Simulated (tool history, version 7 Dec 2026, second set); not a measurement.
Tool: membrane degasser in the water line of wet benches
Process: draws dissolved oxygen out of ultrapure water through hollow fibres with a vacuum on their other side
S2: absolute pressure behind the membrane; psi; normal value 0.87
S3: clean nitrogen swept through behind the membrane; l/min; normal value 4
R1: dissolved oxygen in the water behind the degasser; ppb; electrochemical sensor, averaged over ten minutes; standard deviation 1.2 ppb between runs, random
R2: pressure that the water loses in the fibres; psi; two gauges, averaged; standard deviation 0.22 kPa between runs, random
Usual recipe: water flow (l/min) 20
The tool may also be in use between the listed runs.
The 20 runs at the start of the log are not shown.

{"run": 21, "hour": 3965.5, "water flow (l/min)": 20, "S2": 1.704, "S3": 7.49, "R1": 171.1, "R2": 8.551}
{"run": 22, "hour": 4190.1, "water flow (l/min)": 20, "S2": 2.093, "S3": 6.99, "R1": 193.7, "R2": 8.563}
{"run": 23, "hour": 4406.0, "water flow (l/min)": 20, "S2": 2.093, "S3": 6.99, "R1": 198.1, "R2": 8.546}
{"run": 24, "hour": 4541.6, "water flow (l/min)": 14, "S2": 0.87, "S3": 6.83, "R1": 48.3, "R2": 6.026}
{"run": 25, "hour": 4671.7, "water flow (l/min)": 17, "S2": 1.561, "S3": 7.64, "R1": 112.4, "R2": 7.269}
{"hour": 4732.7, "done": "vacuum gauge calibrated"}
{"run": 26, "hour": 4870.3, "water flow (l/min)": 17, "S2": 1.561, "S3": 7.64, "R1": 112.3, "R2": 7.335}
{"hour": 4894.5, "done": "seals of the vacuum lines changed"}
{"run": 27, "hour": 5036.2, "water flow (l/min)": 20, "S2": 0.814, "S3": 4, "R1": 150.6, "R2": 8.621}
{"run": 28, "hour": 5265.2, "water flow (l/min)": 28, "S2": 0.648, "S3": 5.64, "R1": 329, "R2": 12.035}

Expected results for the next run?
{"run": 29, "hour": 5427.6, "water flow (l/min)": 28, "S2": 0.648, "S3": 5.64, "R1": "?", "R2": "?"}

Run 29 yielded R1 337.3 ppb, R2 12.096 psi.
Take away the tool's hidden state, keep the run-to-run variation as it was, and the same run would have given R1 244.6 ppb, R2 10.965 psi.

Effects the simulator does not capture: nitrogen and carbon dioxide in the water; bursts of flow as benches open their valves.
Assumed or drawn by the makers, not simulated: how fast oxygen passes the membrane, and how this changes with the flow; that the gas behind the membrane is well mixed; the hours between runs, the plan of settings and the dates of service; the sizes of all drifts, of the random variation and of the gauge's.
